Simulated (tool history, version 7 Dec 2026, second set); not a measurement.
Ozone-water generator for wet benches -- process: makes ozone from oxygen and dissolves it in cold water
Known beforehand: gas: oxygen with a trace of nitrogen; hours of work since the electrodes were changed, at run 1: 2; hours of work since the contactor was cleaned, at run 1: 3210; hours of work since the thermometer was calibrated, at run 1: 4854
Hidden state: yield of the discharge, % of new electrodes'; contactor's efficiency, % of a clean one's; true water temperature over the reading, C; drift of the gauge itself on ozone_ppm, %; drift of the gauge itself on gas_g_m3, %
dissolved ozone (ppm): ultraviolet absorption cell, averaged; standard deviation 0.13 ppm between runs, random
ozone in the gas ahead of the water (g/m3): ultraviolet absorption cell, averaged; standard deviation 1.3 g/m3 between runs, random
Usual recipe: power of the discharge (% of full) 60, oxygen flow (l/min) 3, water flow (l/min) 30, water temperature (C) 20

run	day	power of the discharge (% of full)	oxygen flow (l/min)	water flow (l/min)	water temperature (C)	hours of work since the electrodes were changed	hours of work since the contactor was cleaned	hours of work since the thermometer was calibrated	dissolved ozone (ppm)	ozone in the gas ahead of the water (g/m3)
1	0	60	3	30	20	2	3210	4854	13.5	243.2
2	1.533	60	4.44	30	20	30	3237	4881	14	189.5
3	3.075	60	4.44	30	20	58	3265	4909	14.3	190.2
4	4.217	60	4.44	19	20	78	3286	4930	19.7	190.5
5	5.179	91	3	30	20	95	3303	4947	18.8	337
6	6.754	91	3	30	20	124	3331	4975	18.7	339.3
7	8.362	91	1.88	30	20	153	3360	5004	17.5	457.5
8	10	91	1.88	30	20	182	3390	5033	17.6	455.5
9	10.683	91	1.88	30	20	194	3402	5046	17.4	456.2
# day 11: contactor cleaned
10	11.871	91	1.88	30	20	213	16	5064	17.1	456.4
11	13.054	91	1.88	30	20	234	37	5085	17.5	458
12	14.062	60	3	30	20	252	55	5103	13.2	242.5
# day 14.896: contactor cleaned, once more
13	15.862	60	4.02	30	20	281	17	5133	14.5	200.6
14	17.496	60	4.02	30	20	311	47	5162	14.1	201.6
15	18.729	85	1.68	34	20	333	69	5184	14.8	462.2
16	19.592	46	3.27	30	20	348	84	5200	11.3	189.9
17	20.529	46	3.4	45	20	365	101	5217	7.9	183.2
18	22.075	46	3.4	45	20	393	129	5244	7.9	183.5
19	23.342	46	3.4	45	20	416	152	5267	7.6	184.6
20	24.9	93	3.47	30	12	444	180	5295	20.6	311
21	26.221	97	3.47	30	18	467	203	5319	20.9	319.6
22	27.758	76	3.47	30	18	495	231	5346	17.1	265.4
23	28.983	73	3.47	30	16	517	253	5368	16.8	259.1
24	29.871	97	3	44	20	533	269	5384	14	352.5
25	30.825	97	3	44	17	550	286	5402	14.2	353.3
26	31.842	97	5.06	39	17	568	304	5420	16.9	249.3
27	32.917	77	1.56	39	12	588	324	5439	12	449.7

Forecast each of these 4 alternatives for the next run:
A	34.046	72	4.59	30	21	608	344	5459	?	?
B	34.046	77	1.56	46	12	608	344	5459	?	?
C	34.046	77	1.56	29	27	608	344	5459	?	?
D	34.046	61	1.56	39	12	608	344	5459	?	?

run	dissolved ozone (ppm)	ozone in the gas ahead of the water (g/m3)
A	16.2	210.7
B	9.9	444.4
C	15.2	448.1
D	10.1	371.1
What these runs would have given with no unlogged condition in the tool:
run	dissolved ozone (ppm)	ozone in the gas ahead of the water (g/m3)
A	16.3	210.9
B	10	444.8
C	15.4	448.4
D	10.2	371.4

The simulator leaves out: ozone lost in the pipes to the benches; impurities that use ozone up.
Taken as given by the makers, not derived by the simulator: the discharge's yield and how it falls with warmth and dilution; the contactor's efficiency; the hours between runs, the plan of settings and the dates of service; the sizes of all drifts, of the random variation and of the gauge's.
